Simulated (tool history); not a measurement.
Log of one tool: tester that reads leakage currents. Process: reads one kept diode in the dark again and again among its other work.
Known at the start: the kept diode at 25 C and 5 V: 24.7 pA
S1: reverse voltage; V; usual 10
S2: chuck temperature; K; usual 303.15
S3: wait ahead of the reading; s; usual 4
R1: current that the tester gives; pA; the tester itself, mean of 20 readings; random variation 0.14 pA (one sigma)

run,hour,S1,S2,S3,R1
1,0,10,303.15,4,46.6
2,31.2,10,303.15,4,46.63
3,54,10,303.15,4.49,46.46
4,75.4,10,303.15,4.49,46.36
5,97.4,10,303.15,4.49,46.5
6,117.8,10,293.15,4,24.64
7,148.6,10,303.15,4,46.47
8,185.5,10,303.15,4,46.58
9,212.7,10,303.15,4,46.95
10,233.7,5.3,303.15,4,37.36
11,268,5.3,303.15,4,37.36
# hour 273.4: probe card cleaned and baked
12,287.3,15.3,303.15,4,59.24
13,320.8,4.1,303.15,4,35.17
14,350.8,10,316.15,4,109.38
15,384.1,10,316.15,4,109.49
# hour 397.5: chuck's temperature calibrated
16,404.4,1.3,303.15,2.53,24.31
17,427.8,1.1,303.15,4,23.17
# hour 462.5: probe card cleaned and baked, once more
18,465.2,1.1,303.15,4,22.37
19,486.1,1.1,303.15,4,22.24
20,514,4.5,297.15,7.54,22.47
21,550.4,10,315.15,2.27,99.8
22,586.5,10,315.15,2.27,100.09
23,621.2,10,315.15,2.27,99.55
24,648.9,1.3,294.15,1.35,12.24
25,673.8,4.9,324.15,3.01,140.07
26,697.5,4.9,324.15,3.01,139.9
27,733.2,4.9,324.15,3.01,140.07
28,770.4,8.9,307.15,9.74,56.38
29,802.3,4.6,320.15,0.52,107.98

4 ways to go on from here, each from the tool as it stands after run 29. What would each give?
A,826.1,2.7,313.15,4,?
B,826.1,1.6,312.15,0.45,?
C,826.1,2,293.15,2,?
D,826.1,1.4,325.15,6.85,?

run,R1
A,57.56
B,46.13
C,13.12
D,100.51
Without the tool's hidden state the same runs would have given:
run,R1
A,57.64
B,46.25
C,13
D,100.93

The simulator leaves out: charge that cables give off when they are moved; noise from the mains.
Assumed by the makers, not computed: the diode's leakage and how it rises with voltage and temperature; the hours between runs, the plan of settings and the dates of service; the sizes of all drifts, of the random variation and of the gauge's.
